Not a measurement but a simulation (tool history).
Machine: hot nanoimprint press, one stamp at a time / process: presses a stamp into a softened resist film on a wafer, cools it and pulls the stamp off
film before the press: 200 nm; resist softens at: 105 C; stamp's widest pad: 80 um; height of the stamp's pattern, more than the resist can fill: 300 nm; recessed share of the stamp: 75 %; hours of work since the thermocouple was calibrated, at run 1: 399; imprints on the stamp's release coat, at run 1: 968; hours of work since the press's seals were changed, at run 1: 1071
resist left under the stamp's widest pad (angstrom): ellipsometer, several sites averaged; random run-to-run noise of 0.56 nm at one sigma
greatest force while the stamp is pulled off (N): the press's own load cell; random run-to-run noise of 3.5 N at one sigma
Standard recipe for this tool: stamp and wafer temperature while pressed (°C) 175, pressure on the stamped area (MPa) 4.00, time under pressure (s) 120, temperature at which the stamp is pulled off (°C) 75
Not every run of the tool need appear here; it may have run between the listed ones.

run,hour,stamp and wafer temperature while pressed (°C),pressure on the stamped area (MPa),time under pressure (s),temperature at which the stamp is pulled off (°C),hours of work since the thermocouple was calibrated,imprints on the stamp's release coat,hours of work since the press's seals were changed,resist left under the stamp's widest pad (angstrom),greatest force while the stamp is pulled off (N)
1,0.0,175,4.00,120,75,399,968,1071,836,220
2,30.7,175,4.00,120,75,419,1075,1091,839,215
3,57.0,175,4.00,120,75,436,1166,1108,834,212
4,106.2,175,4.00,120,75,467,1336,1140,840,226
5,139.8,175,4.00,120,75,489,1453,1162,835,231
# hour 154.6: plate thermocouple calibrated
6,175.4,175,4.00,120,75,13,1566,1183,894,240
# hour 200.8: stamp cleaned and given a new release coat
7,233.3,175,4.00,120,75,47,113,1217,884,163
8,277.9,175,4.00,120,75,76,268,1245,890,175
9,321.1,175,4.00,120,75,104,418,1273,877,188
10,360.7,175,4.00,120,75,129,555,1299,879,196
11,409.4,175,4.00,120,76,161,724,1330,869,200
12,434.0,175,4.00,120,76,177,809,1346,866,205
13,466.6,175,4.00,120,76,198,922,1367,872,209
# hour 503.5: press's hydraulic seals changed and the load cell set to zero
14,530.0,175,4.00,120,76,234,1114,17,821,225
15,561.7,175,5.15,120,76,254,1225,38,719,219
16,611.5,175,5.20,134,65,287,1397,70,678,257
17,651.8,175,5.20,134,65,313,1537,96,686,259
# hour 686.5: stamp cleaned and given a new release coat
18,703.1,175,3.44,119,82,342,57,125,890,156
19,746.3,175,3.44,119,82,370,207,153,882,164
20,784.4,175,3.44,119,82,395,339,178,885,172
21,812.1,175,4.00,214,75,413,435,196,654,188
22,841.8,175,4.92,120,71,432,539,215,721,198
23,880.4,170,4.92,120,75,457,673,240,871,195
24,931.8,170,4.92,120,75,490,851,273,864,208
# hour 944.4: plate thermocouple calibrated
25,966.4,170,4.92,120,75,14,960,294,923,210
26,1002.8,165,4.00,120,65,38,1087,317,1233,242
27,1044.4,175,4.00,102,62,65,1231,344,910,257
28,1081.7,175,6.17,75,75,89,1360,368,810,232
29,1130.1,185,4.40,75,75,120,1528,400,674,240

Alternative continuations, all from the tool just after run 29; predict every row:
# hour 1164.6: stamp cleaned and given a new release coat
A,1170.0,175,4.64,191,63,142,19,422,?,?
# hour 1164.6: stamp cleaned and given a new release coat
B,1170.0,185,4.40,83,62,142,19,422,?,?
# hour 1164.6: stamp cleaned and given a new release coat
C,1170.0,185,5.80,65,65,142,19,422,?,?

run,resist left under the stamp's widest pad (angstrom),greatest force while the stamp is pulled off (N)
A,662,193
B,644,193
C,606,187
The same runs, with their run-to-run variation unchanged, on a tool lacking any hidden condition would have given:
run,resist left under the stamp's widest pad (angstrom),greatest force while the stamp is pulled off (N)
A,665,193
B,645,193
C,604,187
